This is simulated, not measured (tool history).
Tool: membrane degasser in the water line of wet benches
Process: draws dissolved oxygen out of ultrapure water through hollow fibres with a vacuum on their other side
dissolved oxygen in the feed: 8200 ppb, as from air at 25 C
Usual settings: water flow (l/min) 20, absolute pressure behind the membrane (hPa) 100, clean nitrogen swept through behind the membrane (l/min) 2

run	day	water flow (l/min)	absolute pressure behind the membrane (hPa)	clean nitrogen swept through behind the membrane (l/min)	dissolved oxygen in the water behind the degasser (ppb)	pressure that the water loses in the fibres (hPa)
1	0	20	100	2	315.8	392
2	1.671	22	100	2	374.6	428.1
3	4.004	22	100	2	371.4	429.2
4	6.554	20	73	2	254.2	392.4
5	9.85	20	100	3.4	256.1	391.9
6	13.025	20	100	2	320.6	389.2
7	15.742	20	100	2	319.4	393.1
8	18.238	20	100	2	321.5	393.5
9	21.05	20	100	2	321.5	392
10	24.1	20	100	2	317	391.8
11	25.946	22	100	2	376.7	427.3
12	27.783	22	100	2	372.1	428.9
13	30.962	20	100	2	322.9	396.5
14	33.762	20	98	2	315.6	396.7
15	35.992	20	68	2	245.4	394.5
16	39.225	20	68	2	246.2	393.4
17	41.5	13	79	4.7	82	255.4
18	43.988	13	79	4.7	80.1	259.6
19	47.258	22	96	4.7	279.9	438.3
20	50.525	22	96	4.7	280.9	437.7
21	52.008	12	63	4.7	58.3	237
22	54.15	23	63	4.7	269.2	458.8
23	56.775	20	140	0.87	661.6	397.1
24	59.558	20	140	0.87	661.4	401.5
# day 61.554: seals of the vacuum lines changed
25	62.092	12	239	4.48	171	236.2
26	64.917	12	239	4.48	171.8	240.5
27	67.508	12	239	4.48	170.5	241.2
28	69.254	20	84	3.46	235.9	399.5
29	70.967	26	227	3.46	618.6	524.5
30	72.867	20	73	2	261.7	402.8
# day 73.217: gauge calibrated
31	76.233	20	84	2	285.1	386.3

4 ways to go on from here, each from the tool as it stands after run 31. What would each give?
A	77.833	20	148	2	?	?
B	77.833	19	126	3.57	?	?
C	77.833	17	243	1.62	?	?
D	77.833	20	169	1.92	?	?

run	dissolved oxygen in the water behind the degasser (ppb)	pressure that the water loses in the fibres (hPa)
A	419.8	392.6
B	259.2	369.5
C	593.5	329
D	479.9	391
Without the tool's hidden state the same runs would have given:
run	dissolved oxygen in the water behind the degasser (ppb)	pressure that the water loses in the fibres (hPa)
A	419.4	391.7
B	258.8	368.6
C	593.2	328.2
D	479.5	390
